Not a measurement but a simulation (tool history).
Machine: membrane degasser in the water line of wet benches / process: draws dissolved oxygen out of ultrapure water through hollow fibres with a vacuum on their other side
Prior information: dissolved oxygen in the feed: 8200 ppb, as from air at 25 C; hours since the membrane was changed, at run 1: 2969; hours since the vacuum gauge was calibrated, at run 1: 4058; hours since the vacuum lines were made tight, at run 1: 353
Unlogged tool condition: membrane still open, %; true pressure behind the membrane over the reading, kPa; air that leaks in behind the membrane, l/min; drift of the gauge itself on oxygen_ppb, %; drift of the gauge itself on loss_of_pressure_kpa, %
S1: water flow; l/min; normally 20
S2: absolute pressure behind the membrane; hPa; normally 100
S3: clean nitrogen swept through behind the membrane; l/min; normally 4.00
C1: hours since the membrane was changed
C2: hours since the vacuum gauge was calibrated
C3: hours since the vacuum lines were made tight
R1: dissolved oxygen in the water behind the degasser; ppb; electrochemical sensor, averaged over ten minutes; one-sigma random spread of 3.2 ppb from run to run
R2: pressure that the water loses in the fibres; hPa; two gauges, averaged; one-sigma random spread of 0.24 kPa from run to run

{"run": 1, "hour": 0.0, "S1": 20, "S2": 100, "S3": 4.0, "C1": 2969, "C2": 4058, "C3": 353, "R1": 351.7, "R2": 642.4}
{"run": 2, "hour": 86.0, "S1": 12, "S2": 100, "S3": 4.0, "C1": 3055, "C2": 4144, "C3": 439, "R1": 143.3, "R2": 386.7}
{"run": 3, "hour": 126.8, "S1": 12, "S2": 100, "S3": 4.0, "C1": 3096, "C2": 4185, "C3": 480, "R1": 145.2, "R2": 386.6}
{"run": 4, "hour": 173.1, "S1": 12, "S2": 100, "S3": 4.0, "C1": 3142, "C2": 4231, "C3": 526, "R1": 144.0, "R2": 384.5}
{"run": 5, "hour": 246.9, "S1": 12, "S2": 100, "S3": 7.95, "C1": 3216, "C2": 4305, "C3": 600, "R1": 119.4, "R2": 386.3}
{"run": 6, "hour": 313.9, "S1": 12, "S2": 100, "S3": 7.95, "C1": 3283, "C2": 4372, "C3": 667, "R1": 119.7, "R2": 387.9}
{"run": 7, "hour": 401.4, "S1": 12, "S2": 100, "S3": 7.95, "C1": 3370, "C2": 4459, "C3": 754, "R1": 119.2, "R2": 389.0}
{"run": 8, "hour": 475.5, "S1": 12, "S2": 100, "S3": 7.95, "C1": 3444, "C2": 4533, "C3": 829, "R1": 120.1, "R2": 387.7}
{"run": 9, "hour": 552.4, "S1": 12, "S2": 100, "S3": 7.95, "C1": 3521, "C2": 4610, "C3": 905, "R1": 118.5, "R2": 386.1}
{"run": 10, "hour": 617.4, "S1": 12, "S2": 100, "S3": 7.95, "C1": 3586, "C2": 4675, "C3": 970, "R1": 119.9, "R2": 386.4}
{"hour": 625.9, "done": "vacuum gauge calibrated"}
{"run": 11, "hour": 681.2, "S1": 13, "S2": 100, "S3": 4.0, "C1": 3649, "C2": 55, "C3": 1034, "R1": 170.4, "R2": 419.9}
{"run": 12, "hour": 762.8, "S1": 23, "S2": 100, "S3": 4.0, "C1": 3731, "C2": 137, "C3": 1115, "R1": 442.1, "R2": 741.2}
{"hour": 775.8, "done": "vacuum gauge calibrated, once more"}
{"run": 13, "hour": 841.4, "S1": 20, "S2": 100, "S3": 8.35, "C1": 3809, "C2": 66, "C3": 1193, "R1": 304.5, "R2": 651.4}
{"run": 14, "hour": 910.7, "S1": 20, "S2": 100, "S3": 8.35, "C1": 3878, "C2": 135, "C3": 1263, "R1": 301.7, "R2": 643.1}
{"run": 15, "hour": 974.5, "S1": 20, "S2": 100, "S3": 8.35, "C1": 3942, "C2": 199, "C3": 1327, "R1": 303.9, "R2": 648.6}
{"run": 16, "hour": 1034.8, "S1": 20, "S2": 100, "S3": 8.35, "C1": 4002, "C2": 259, "C3": 1387, "R1": 309.6, "R2": 644.3}
{"run": 17, "hour": 1117.8, "S1": 20, "S2": 100, "S3": 8.35, "C1": 4086, "C2": 342, "C3": 1470, "R1": 312.1, "R2": 650.2}
{"run": 18, "hour": 1207.3, "S1": 20, "S2": 100, "S3": 8.35, "C1": 4175, "C2": 431, "C3": 1559, "R1": 311.1, "R2": 649.8}
{"run": 19, "hour": 1265.7, "S1": 20, "S2": 100, "S3": 3.16, "C1": 4233, "C2": 490, "C3": 1618, "R1": 380.0, "R2": 648.6}
{"run": 20, "hour": 1326.0, "S1": 20, "S2": 100, "S3": 3.16, "C1": 4294, "C2": 550, "C3": 1678, "R1": 372.7, "R2": 648.1}
{"run": 21, "hour": 1384.6, "S1": 20, "S2": 100, "S3": 3.16, "C1": 4352, "C2": 609, "C3": 1737, "R1": 370.5, "R2": 652.0}
{"run": 22, "hour": 1444.1, "S1": 20, "S2": 140, "S3": 2.38, "C1": 4412, "C2": 668, "C3": 1796, "R1": 474.7, "R2": 647.7}
{"run": 23, "hour": 1529.6, "S1": 21, "S2": 110, "S3": 5.34, "C1": 4497, "C2": 754, "C3": 1882, "R1": 373.8, "R2": 683.8}
{"run": 24, "hour": 1599.3, "S1": 20, "S2": 103, "S3": 2.17, "C1": 4567, "C2": 823, "C3": 1951, "R1": 426.8, "R2": 653.3}
{"run": 25, "hour": 1662.3, "S1": 20, "S2": 103, "S3": 2.17, "C1": 4630, "C2": 886, "C3": 2014, "R1": 421.8, "R2": 653.7}
{"run": 26, "hour": 1725.6, "S1": 20, "S2": 103, "S3": 2.17, "C1": 4693, "C2": 950, "C3": 2078, "R1": 428.2, "R2": 650.3}
{"run": 27, "hour": 1816.3, "S1": 20, "S2": 103, "S3": 2.17, "C1": 4784, "C2": 1040, "C3": 2168, "R1": 420.9, "R2": 647.6}
{"run": 28, "hour": 1875.1, "S1": 20, "S2": 214, "S3": 2.66, "C1": 4843, "C2": 1099, "C3": 2227, "R1": 579.1, "R2": 650.0}
{"run": 29, "hour": 1943.3, "S1": 20, "S2": 93, "S3": 4.0, "C1": 4911, "C2": 1167, "C3": 2295, "R1": 353.8, "R2": 656.5}
{"run": 30, "hour": 1989.0, "S1": 16, "S2": 212, "S3": 3.62, "C1": 4957, "C2": 1213, "C3": 2341, "R1": 371.4, "R2": 523.2}
{"run": 31, "hour": 2051.9, "S1": 20, "S2": 92, "S3": 9.49, "C1": 5020, "C2": 1276, "C3": 2404, "R1": 309.8, "R2": 658.3}
{"run": 32, "hour": 2101.0, "S1": 30, "S2": 82, "S3": 9.96, "C1": 5069, "C2": 1325, "C3": 2453, "R1": 562.9, "R2": 981.0}

For some of the steps in R1 from one run to the next: how much would appear even if the tool had no hidden state, given the settings, what came in and random variation, and how much remains for the hidden state plus any gauge scatter that the measured result and the result without hidden state don't share?
Run 1 -> 2: S1 20 -> 12. R1 -208.4 ppb: hidden state -11.5, all else -196.9.
Run 11 -> 12: S1 13 -> 23. R1 +271.7 ppb: hidden state +18.5, all else +253.2.
Run 28 -> 29: S2 214 -> 93, S3 2.66 -> 4.00. R1 -225.3 ppb: hidden state +0.1, all else -225.4.
Run 31 -> 32: S1 20 -> 30, S2 92 -> 82, S3 9.49 -> 9.96. R1 +253.1 ppb: hidden state +18.5, all else +234.6.
